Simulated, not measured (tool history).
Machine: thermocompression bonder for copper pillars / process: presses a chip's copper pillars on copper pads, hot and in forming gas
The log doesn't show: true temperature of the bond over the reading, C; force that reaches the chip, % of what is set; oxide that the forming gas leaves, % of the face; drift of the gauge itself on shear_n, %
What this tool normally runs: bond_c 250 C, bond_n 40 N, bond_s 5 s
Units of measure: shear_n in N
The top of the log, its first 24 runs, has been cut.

run   hour  bond_c  bond_n  bond_s  hours of work since the heater was calibrated  hours of work since the force cell was calibrated  hours of work since the gas filter was changed  shear_n
 25  221.5     252      59       6                                            777                                                 12                                             377     76.3
 26  228.3     234      40       4                                            782                                                 17                                             382     38.4
 27  234.7     234      40       4                                            787                                                 21                                             387     38.1
 28  246.0     277      39       6                                            795                                                 29                                             395     78.1
 29  256.3     271      38      12                                            802                                                 37                                             402     84.8
 30  263.0     271      38      12                                            807                                                 41                                             407     85.1
 31  275.3     271      38      12                                            815                                                 50                                             415     85.9
 32  283.1     246      33       4                                            821                                                 56                                             421     39.5
 33  291.3     247      40      10                                            827                                                 62                                             427     64.7
 34  298.1     250      56      12                                            832                                                 66                                             431     84.4
 35  309.2     250      56      12                                            839                                                 74                                             439     84.6
 36  318.3     273      40      14                                            846                                                 81                                             446     90.3
 37  323.9     245      40       5                                            850                                                 85                                             450     50.1
 38  335.0     267      54       8                                            858                                                 92                                             457     88.2
 39  347.5     250      40       3                                            867                                                101                                             466     44.6

Predict each of these 5 candidate next runs independently; none follows another, all start after run 39:
     356.0  -- forming gas filter changed
  A  358.9     250      33       3                                            874                                                109                                               2        ?
     356.0  -- forming gas filter changed
  B  358.9     252      40       9                                            874                                                109                                               2        ?
     356.0  -- forming gas filter changed
  C  358.9     250      56       3                                            874                                                109                                               2        ?
     356.0  -- forming gas filter changed
  D  358.9     246      50       3                                            874                                                109                                               2        ?
     356.0  -- forming gas filter changed
  E  358.9     269      54       3                                            874                                                109                                               2        ?

run  shear_n
  A     39.3
  B     69.0
  C     60.7
  D     52.6
  E     75.0
Had the tool no hidden state, the same runs would have come out as:
run  shear_n
  A     36.5
  B     65.4
  C     57.2
  D     49.2
  E     71.6
